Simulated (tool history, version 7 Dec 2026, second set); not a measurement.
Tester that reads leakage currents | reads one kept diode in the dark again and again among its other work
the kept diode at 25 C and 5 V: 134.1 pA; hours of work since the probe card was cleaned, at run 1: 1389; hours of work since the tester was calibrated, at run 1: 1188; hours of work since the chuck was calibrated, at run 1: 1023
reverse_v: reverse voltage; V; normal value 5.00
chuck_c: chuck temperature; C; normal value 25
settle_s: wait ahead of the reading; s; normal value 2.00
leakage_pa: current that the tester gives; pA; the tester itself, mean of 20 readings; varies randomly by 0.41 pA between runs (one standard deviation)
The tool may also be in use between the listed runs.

run    hour  reverse_v  chuck_c  settle_s  hours of work since the probe card was cleaned  hours of work since the tester was calibrated  hours of work since the chuck was calibrated  leakage_pa
  1     0.0       5.00       25      2.00                                            1389                                           1188                                          1023      151.07
  2    42.2       1.71       25      2.00                                            1407                                           1206                                          1041       84.30
  3   101.8       5.00       25      0.41                                            1433                                           1232                                          1067      153.18
  4   135.8       5.00       25      2.00                                            1448                                           1247                                          1081      152.72
  5   181.7       5.00       25      2.00                                            1467                                           1266                                          1101      152.56
  6   240.1       5.00       25      2.00                                            1492                                           1291                                          1126      153.04
  7   275.6       5.00       25      2.00                                            1508                                           1307                                          1142      153.19
  8   314.6       5.00       25      1.11                                            1524                                           1323                                          1158      153.62
  9   351.0       5.00       25      1.11                                            1540                                           1339                                          1174      154.98
 10   397.1       5.00       25      0.40                                            1560                                           1359                                          1194      155.07
 11   425.5       5.00       44      2.00                                            1572                                           1371                                          1206      836.29
 12   479.8       5.00       25      2.00                                            1595                                           1395                                          1229      154.46
 13   540.5       5.00       25      2.00                                            1622                                           1421                                          1255      155.93
 14   590.9       5.00       25      2.00                                            1643                                           1442                                          1277      155.93
 15   625.2       5.00       25      2.00                                            1658                                           1457                                          1292      155.80
 16   670.3       5.00       25      2.00                                            1677                                           1476                                          1311      156.07
 17   701.8       5.00       25      2.00                                            1691                                           1490                                          1325      156.93
      715.8  -- chuck's temperature calibrated
 18   772.7       5.00       25      2.00                                            1721                                           1520                                            24      140.40
 19   828.9       5.00       25      2.00                                            1745                                           1544                                            49      140.72
 20   891.4       5.00       25      2.00                                            1772                                           1571                                            76      140.43
 21   947.1       5.00       25      2.00                                            1796                                           1595                                            99      141.07
 22  1003.4       5.00       25      2.00                                            1820                                           1619                                           124      142.28
 23  1035.0       5.00       25      2.00                                            1833                                           1632                                           137      141.20
 24  1069.3       5.00       25      2.00                                            1848                                           1647                                           152      142.44
 25  1108.3      18.47       27      5.19                                            1865                                           1664                                           169      354.62
 26  1174.8       5.00       37      0.46                                            1893                                           1692                                           197      420.39
 27  1229.6       5.00       25      1.05                                            1917                                           1716                                           221      143.13
 28  1277.8       5.82       49      0.48                                            1938                                           1737                                           242     1281.16
 29  1342.1      10.84       25      3.34                                            1965                                           1764                                           269      222.89
 30  1381.0       3.56       25      2.00                                            1982                                           1781                                           286      119.53
 31  1421.8       3.56       25      1.28                                            2000                                           1799                                           304      120.08
 32  1463.1       3.56       25      1.28                                            2017                                           1816                                           321      119.54
 33  1498.3       5.00       57      4.41                                            2033                                           1832                                           336     2252.82
 34  1566.4       5.00       57      4.41                                            2062                                           1861                                           366     2256.40
 35  1604.2       2.96       57      4.41                                            2078                                           1877                                           382     1719.46
 36  1647.0       2.96       57      4.41                                            2097                                           1896                                           400     1718.45
 37  1715.2      18.18       23      0.63                                            2126                                           1925                                           430      261.65
 38  1761.0       1.35       25      0.51                                            2146                                           1945                                           449       70.73
 39  1805.3       2.05       54      7.22                                            2165                                           1964                                           468     1116.20
 40  1864.6      11.43       34      4.18                                            2190                                           1989                                           494      525.21
 41  1903.0       4.23       25      2.00                                            2207                                           2006                                           510      134.92

Hidden state at the last listed run before each entry between runs and at the first one after, where it differs:
Runs 17 to 18: chuck's temperature calibrated (hour 715.8)
  stray current of the dirty probe card, pA a volt: 1.368 -> 1.391; current scale over the true one, %: -0.76 -> -0.77; true chuck temperature over the reading, C: 1.21 -> -0.01
  measured value less the no-hidden-state value, leakage_pa: +22.27 -> +5.65 pA

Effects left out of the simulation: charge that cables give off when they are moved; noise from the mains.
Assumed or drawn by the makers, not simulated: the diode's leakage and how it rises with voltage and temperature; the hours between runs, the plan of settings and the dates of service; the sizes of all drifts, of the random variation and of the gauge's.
